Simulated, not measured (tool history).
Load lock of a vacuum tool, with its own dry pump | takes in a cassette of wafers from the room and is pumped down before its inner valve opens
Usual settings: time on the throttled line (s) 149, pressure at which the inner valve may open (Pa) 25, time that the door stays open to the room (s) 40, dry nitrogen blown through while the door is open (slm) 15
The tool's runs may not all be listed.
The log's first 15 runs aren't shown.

run	hour	time on the throttled line (s)	pressure at which the inner valve may open (Pa)	time that the door stays open to the room (s)	dry nitrogen blown through while the door is open (slm)	incoming humidity of the room's air, %	time from the closed door until the inner valve may open (s)	rise of the pressure with all valves shut (Pa/min)
16	1219.6	121	25	40	15	45.9	215.4	0.032
17	1317.1	149	25	40	15	45.8	240.3	0.034
18	1395.3	149	25	40	15	43.2	242.0	0.035
19	1487.6	273	18	114	12	40.1	349.2	0.065
20	1590.2	209	45	56	21	43.8	286.0	0.033
21	1638.8	209	45	56	21	45.3	283.2	0.036
22	1688.1	209	45	56	21	44.7	286.0	0.032
23	1736.7	132	28	40	15	42.6	226.5	0.032
24	1793.9	131	25	40	29	43.9	226.1	0.027
25	1846.6	131	25	40	29	44.8	226.8	0.023
26	1898.7	131	25	40	29	45.4	225.6	0.022
27	2006.6	151	25	40	29	44.9	242.6	0.024
28	2089.7	142	36	40	4	48.0	231.7	0.041
29	2140.0	106	25	40	15	46.1	204.9	0.028
30	2203.3	101	25	110	15	43.4	199.9	0.062
31	2278.2	149	30	105	5	44.0	240.1	0.087
32	2350.1	149	30	105	5	47.4	240.1	0.093
33	2447.2	75	50	45	9	44.9	167.8	0.045
34	2528.3	75	50	45	9	44.2	168.0	0.044
35	2618.4	90	50	45	9	43.7	182.9	0.040
36	2693.2	182	36	48	21	45.2	264.1	0.026

5 ways to go on from here, each from the tool as it stands after run 36. What would each give?
A	2780.4	166	25	40	15	43.4	?	?
B	2780.4	137	36	114	21	44.0	?	?
C	2780.4	149	29	206	12	42.1	?	?
D	2780.4	239	36	165	16	47.3	?	?
E	2780.4	141	27	101	21	44.6	?	?

run	time from the closed door until the inner valve may open (s)	rise of the pressure with all valves shut (Pa/min)
A	257.5	0.022
B	223.9	0.056
C	242.8	0.111
D	312.7	0.091
E	235.1	0.057
Without the tool's hidden state the same runs would have given:
run	time from the closed door until the inner valve may open (s)	rise of the pressure with all valves shut (Pa/min)
A	257.5	0.022
B	223.9	0.056
C	242.8	0.111
D	312.7	0.091
E	235.1	0.057
